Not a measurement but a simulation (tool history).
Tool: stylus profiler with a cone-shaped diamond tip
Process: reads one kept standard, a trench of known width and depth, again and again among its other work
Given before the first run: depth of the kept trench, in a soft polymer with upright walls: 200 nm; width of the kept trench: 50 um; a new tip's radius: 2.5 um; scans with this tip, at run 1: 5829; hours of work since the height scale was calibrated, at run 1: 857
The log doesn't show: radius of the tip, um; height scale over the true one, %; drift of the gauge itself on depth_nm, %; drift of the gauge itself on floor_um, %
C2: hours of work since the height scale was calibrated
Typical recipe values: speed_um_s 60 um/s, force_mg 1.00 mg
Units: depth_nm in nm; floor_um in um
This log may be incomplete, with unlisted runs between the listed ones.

Run 1, hour 0.0: usual settings; scans with this tip 5829; C2 857. Result: depth_nm 200.51 nm, floor_um 47.79 um.
Run 2, hour 20.9: usual settings; scans with this tip 5924; C2 871. Result: depth_nm 200.52 nm, floor_um 47.69 um.
Run 3, hour 42.8: usual settings; scans with this tip 6024; C2 886. Result: depth_nm 200.57 nm, floor_um 47.69 um.
Run 4, hour 68.6: usual settings; scans with this tip 6141; C2 903. Result: depth_nm 200.73 nm, floor_um 47.74 um.
Run 5, hour 84.6: usual settings; scans with this tip 6213; C2 914. Result: depth_nm 200.55 nm, floor_um 47.72 um.
Run 6, hour 115.4: usual settings; scans with this tip 6353; C2 934. Result: depth_nm 200.41 nm, floor_um 47.76 um.
Run 7, hour 142.0: usual settings but force_mg 0.46 mg; scans with this tip 6474; C2 952. Result: depth_nm 200.07 nm, floor_um 47.61 um.
Run 8, hour 165.1: usual settings but force_mg 0.46 mg; scans with this tip 6579; C2 967. Result: depth_nm 200.06 nm, floor_um 47.67 um.
Run 9, hour 186.1: usual settings but force_mg 0.46 mg; scans with this tip 6674; C2 981. Result: depth_nm 200.05 nm, floor_um 47.58 um.
Run 10, hour 208.9: usual settings but speed_um_s 87 um/s; scans with this tip 6778; C2 997. Result: depth_nm 200.58 nm, floor_um 47.62 um.
Run 11, hour 236.9: usual settings but force_mg 0.91 mg; scans with this tip 6905; C2 1015. Result: depth_nm 200.31 nm, floor_um 47.66 um.
Run 12, hour 266.9: usual settings but force_mg 0.91 mg; scans with this tip 7041; C2 1035. Result: depth_nm 200.23 nm, floor_um 47.69 um.
Run 13, hour 288.5: usual settings but force_mg 1.78 mg; scans with this tip 7139; C2 1050. Result: depth_nm 201.06 nm, floor_um 47.75 um.
Run 14, hour 319.4: usual settings but force_mg 0.68 mg; scans with this tip 7279; C2 1070. Result: depth_nm 200.17 nm, floor_um 47.67 um.
Run 15, hour 339.9: usual settings but speed_um_s 73 um/s; scans with this tip 7372; C2 1084. Result: depth_nm 200.66 nm, floor_um 47.63 um.
Run 16, hour 366.8: usual settings but speed_um_s 73 um/s; scans with this tip 7494; C2 1102. Result: depth_nm 200.23 nm, floor_um 47.73 um.
Run 17, hour 398.0: usual settings but speed_um_s 20 um/s, force_mg 1.30 mg; scans with this tip 7636; C2 1123. Result: depth_nm 200.52 nm, floor_um 47.82 um.
Run 18, hour 413.2: usual settings but speed_um_s 56 um/s, force_mg 0.52 mg; scans with this tip 7705; C2 1133. Result: depth_nm 199.97 nm, floor_um 47.66 um.
Run 19, hour 437.6: usual settings but speed_um_s 56 um/s, force_mg 0.52 mg; scans with this tip 7816; C2 1149. Result: depth_nm 199.97 nm, floor_um 47.63 um.
Run 20, hour 455.6: usual settings but speed_um_s 58 um/s, force_mg 1.15 mg; scans with this tip 7898; C2 1161. Result: depth_nm 200.53 nm, floor_um 47.67 um.
Run 21, hour 486.3: usual settings but speed_um_s 147 um/s, force_mg 0.39 mg; scans with this tip 8037; C2 1182. Result: depth_nm 199.99 nm, floor_um 47.16 um.
Run 22, hour 503.6: usual settings but speed_um_s 73 um/s; scans with this tip 8115; C2 1193. Result: depth_nm 200.39 nm, floor_um 47.66 um.
Run 23, hour 524.3: usual settings but speed_um_s 218 um/s, force_mg 0.36 mg; scans with this tip 8209; C2 1207. Result: depth_nm 199.83 nm, floor_um 46.79 um.
Run 24, hour 555.4: usual settings but speed_um_s 218 um/s, force_mg 0.60 mg; scans with this tip 8350; C2 1228. Result: depth_nm 200.11 nm, floor_um 47.03 um.
Run 25, hour 588.1: usual settings but speed_um_s 218 um/s, force_mg 0.60 mg; scans with this tip 8499; C2 1250. Result: depth_nm 200.08 nm, floor_um 46.99 um.
Run 26, hour 618.0: usual settings but speed_um_s 218 um/s, force_mg 0.60 mg; scans with this tip 8635; C2 1270. Result: depth_nm 200.10 nm, floor_um 47.03 um.
Run 27, hour 640.1: usual settings but speed_um_s 31 um/s, force_mg 1.06 mg; scans with this tip 8735; C2 1285. Result: depth_nm 200.42 nm, floor_um 47.77 um.
Run 28, hour 654.4: usual settings but speed_um_s 177 um/s, force_mg 1.94 mg; scans with this tip 8800; C2 1294. Result: depth_nm 200.95 nm, floor_um 47.48 um.
Run 29, hour 669.1: usual settings but speed_um_s 65 um/s, force_mg 0.90 mg; scans with this tip 8867; C2 1304. Result: depth_nm 200.28 nm, floor_um 47.69 um.
Run 30, hour 702.5: usual settings but speed_um_s 183 um/s, force_mg 2.48 mg; scans with this tip 9018; C2 1326. Result: depth_nm 201.42 nm, floor_um 47.49 um.

Alternative continuations, all from the tool just after run 30; predict every row:
Run A, hour 736.1: usual settings but speed_um_s 49 um/s, force_mg 1.93 mg; scans with this tip 9171; C2 1349. Result: depth_nm ?, floor_um ?.
Run B, hour 736.1: usual settings but speed_um_s 35 um/s, force_mg 0.35 mg; scans with this tip 9171; C2 1349. Result: depth_nm ?, floor_um ?.
Run C, hour 736.1: usual settings but speed_um_s 183 um/s, force_mg 0.49 mg; scans with this tip 9171; C2 1349. Result: depth_nm ?, floor_um ?.
Run D, hour 736.1: usual settings but speed_um_s 102 um/s, force_mg 1.63 mg; scans with this tip 9171; C2 1349. Result: depth_nm ?, floor_um ?.

run  depth_nm  floor_um
  A    201.07     47.67
  B    199.82     47.72
  C    199.88     47.11
  D    200.81     47.57
Stripped of hidden state, with their random variation kept, the same runs would have yielded:
run  depth_nm  floor_um
  A    201.94     47.87
  B    200.69     47.93
  C    200.74     47.31
  D    201.68     47.78

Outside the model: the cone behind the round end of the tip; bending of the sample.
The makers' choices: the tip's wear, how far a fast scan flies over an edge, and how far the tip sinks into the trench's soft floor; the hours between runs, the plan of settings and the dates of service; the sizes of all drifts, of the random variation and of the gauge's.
